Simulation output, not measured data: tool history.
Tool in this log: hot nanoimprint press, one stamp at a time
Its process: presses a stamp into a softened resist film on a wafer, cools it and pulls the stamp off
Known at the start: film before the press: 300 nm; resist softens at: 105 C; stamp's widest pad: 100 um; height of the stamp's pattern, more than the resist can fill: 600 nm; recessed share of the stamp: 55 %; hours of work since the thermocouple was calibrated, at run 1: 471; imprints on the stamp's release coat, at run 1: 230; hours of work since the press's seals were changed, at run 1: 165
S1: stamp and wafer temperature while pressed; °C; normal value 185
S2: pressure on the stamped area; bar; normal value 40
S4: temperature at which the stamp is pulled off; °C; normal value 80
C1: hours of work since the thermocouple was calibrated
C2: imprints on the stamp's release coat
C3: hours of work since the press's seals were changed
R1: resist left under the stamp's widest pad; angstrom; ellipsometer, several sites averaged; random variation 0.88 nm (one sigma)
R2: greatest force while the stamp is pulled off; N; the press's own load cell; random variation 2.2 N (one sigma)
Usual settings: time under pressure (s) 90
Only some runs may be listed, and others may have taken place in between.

run 1 day=0 | S1=185 S2=40 time_under_pressure_(s)=90 S4=80 | C1=471 C2=230 C3=165 | R1=1209 R2=117
run 2 day=0.4 | S1=185 S2=40 time_under_pressure_(s)=90 S4=65 | C1=478 C2=261 C3=172 | R1=1197 R2=137
run 3 day=0.75 | S1=185 S2=40 time_under_pressure_(s)=90 S4=65 | C1=484 C2=288 C3=178 | R1=1209 R2=133
run 4 day=1.521 | S1=185 S2=40 time_under_pressure_(s)=90 S4=65 | C1=497 C2=348 C3=191 | R1=1213 R2=133
run 5 day=1.946 | S1=185 S2=40 time_under_pressure_(s)=90 S4=80 | C1=504 C2=381 C3=198 | R1=1213 R2=115
run 6 day=2.358 | S1=185 S2=40 time_under_pressure_(s)=90 S4=80 | C1=511 C2=413 C3=205 | R1=1219 R2=114
run 7 day=2.725 | S1=185 S2=30.4 time_under_pressure_(s)=90 S4=80 | C1=517 C2=441 C3=211 | R1=1385 R2=115
run 8 day=3.058 | S1=185 S2=30.3 time_under_pressure_(s)=117 S4=80 | C1=523 C2=467 C3=217 | R1=1289 R2=113
run 9 day=3.446 | S1=185 S2=30.3 time_under_pressure_(s)=61 S4=75 | C1=529 C2=497 C3=223 | R1=1590 R2=122
run 10 day=4.25 | S1=187 S2=40 time_under_pressure_(s)=161 S4=80 | C1=543 C2=559 C3=237 | R1=906 R2=116
run 11 day=4.604 | S1=187 S2=40 time_under_pressure_(s)=161 S4=80 | C1=549 C2=586 C3=243 | R1=912 R2=115
run 12 day=5.279 | S1=187 S2=40 time_under_pressure_(s)=161 S4=80 | C1=560 C2=639 C3=254 | R1=915 R2=119
run 13 day=5.692 | S1=187 S2=40 time_under_pressure_(s)=161 S4=80 | C1=567 C2=671 C3=261 | R1=925 R2=117

3 options for the next run, each taken on its own from the tool as it stands now. Forecast them:
run A day=6.438 | S1=187 S2=47.4 time_under_pressure_(s)=51 S4=77 | C1=579 C2=729 C3=273 | R1=? R2=?
run B day=6.438 | S1=187 S2=42.3 time_under_pressure_(s)=59 S4=80 | C1=579 C2=729 C3=273 | R1=? R2=?
run C day=6.438 | S1=178 S2=40 time_under_pressure_(s)=90 S4=85 | C1=579 C2=729 C3=273 | R1=? R2=?

run=A R1=1254 R2=122
run=B R1=1288 R2=116
run=C R1=1474 R2=111
Without the tool's hidden state the same runs would have given:
run=A R1=1252 R2=122
run=B R1=1286 R2=116
run=C R1=1471 R2=110
